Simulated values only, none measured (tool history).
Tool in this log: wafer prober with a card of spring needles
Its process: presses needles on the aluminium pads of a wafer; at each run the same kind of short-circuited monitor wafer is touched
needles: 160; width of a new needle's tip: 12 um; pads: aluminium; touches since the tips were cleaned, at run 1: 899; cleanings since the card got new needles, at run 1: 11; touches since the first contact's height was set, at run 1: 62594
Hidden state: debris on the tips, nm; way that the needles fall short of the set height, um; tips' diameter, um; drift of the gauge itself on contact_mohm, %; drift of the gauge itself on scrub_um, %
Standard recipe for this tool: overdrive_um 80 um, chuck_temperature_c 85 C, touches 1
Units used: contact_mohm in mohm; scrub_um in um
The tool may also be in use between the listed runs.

run	hour	overdrive_um	chuck_temperature_c	touches	touches since the tips were cleaned	cleanings since the card got new needles	touches since the first contact's height was set	contact_mohm	scrub_um
1	0	80	85	1	899	11	62594	290	13.08
# hour 7.6: tips cleaned on abrasive film
2	9	80	85	1	844	12	68004	293	13.19
# hour 17.1: tips cleaned on abrasive film
3	18.9	80	85	1	1101	13	73941	292	13.19
4	25.2	80	85	1	4916	13	77756	287	13.14
# hour 26.2: tips cleaned on abrasive film
5	34.1	80	85	1	4823	14	83145	293	13.08
# hour 35.3: tips cleaned on abrasive film
6	43.2	80	85	1	4776	15	88599	293	13.14
# hour 44: tips cleaned on abrasive film
# hour 52.5: tips cleaned on abrasive film
7	57.1	80	85	1	2774	17	96902	292	13.18
# hour 61.1: tips cleaned on abrasive film
8	68.6	80	85	1	4600	18	103870	291	13.12
# hour 69.5: tips cleaned on abrasive film
# hour 78.4: tips cleaned on abrasive film
9	81.4	80	85	2	1827	20	111496	289	13.05
# hour 87.2: tips cleaned on abrasive film
10	88.1	80	85	2	521	21	115487	291	13.04
# hour 96.6: tips cleaned on abrasive film
11	97.2	80	96	1	374	22	121007	292	13.01
# hour 99.4: height of the first contact set anew
# hour 105.5: tips cleaned on abrasive film
12	106.6	80	85	1	640	23	4305	287	13.06
# hour 114: tips cleaned on abrasive film
13	114.1	80	85	1	69	24	8854	293	13.03
# hour 123: tips cleaned on abrasive film
14	125.7	78	85	1	1598	25	15789	294	12.65
# hour 132: tips cleaned on abrasive film
15	134.3	78	29	1	1354	26	20962	276	12.69
# hour 140.6: tips cleaned on abrasive film
16	147.7	78	29	1	4298	27	29038	274	12.75
# hour 150: tips cleaned on abrasive film
17	157.6	98	82	3	4576	28	34991	286	15.91
# hour 159.1: tips cleaned on abrasive film
18	165	98	82	3	3544	29	39428	288	15.76
# hour 168.2: tips cleaned on abrasive film
19	171.6	98	82	3	2061	30	43374	290	15.92
# hour 177.3: tips cleaned on abrasive film
20	181.4	62	113	2	2526	31	49302	300	10.07
# hour 186.2: tips cleaned on abrasive film
# hour 194.7: tips cleaned on abrasive film
21	195.4	62	113	2	441	33	57672	300	10.1
# hour 203.5: tips cleaned on abrasive film
22	207.9	62	113	1	2666	34	65181	303	10
# hour 212: tips cleaned on abrasive film
23	219.7	62	113	1	4624	35	72289	303	10.08
# hour 221: tips cleaned on abrasive film
# hour 230.1: tips cleaned on abrasive film
24	231.5	80	85	2	825	37	79354	288	12.89
# hour 239.1: tips cleaned on abrasive film
25	240.4	80	72	2	819	38	84733	289	12.88
26	246	81	31	3	4178	38	88092	274	13.02

For some of the steps in scrub_um from one run to the next: how much would appear even if the tool had no hidden state, given the settings, what came in and random variation, and how much remains for the hidden state plus any gauge scatter that the measured result and the result without hidden state don't share?
Run 16 -> 17: overdrive_um 78 -> 98, chuck_temperature_c 29 -> 82, touches 1 -> 3, tips cleaned on abrasive film. scrub_um +3.16 um: hidden state -0.05, all else +3.21.
Run 19 -> 20: overdrive_um 98 -> 62, chuck_temperature_c 82 -> 113, touches 3 -> 2, tips cleaned on abrasive film. scrub_um -5.85 um: hidden state +0.08, all else -5.93.
Run 23 -> 24: overdrive_um 62 -> 80, chuck_temperature_c 113 -> 85, touches 1 -> 2, tips cleaned on abrasive film, tips cleaned on abrasive film. scrub_um +2.81 um: hidden state -0.06, all else +2.87.
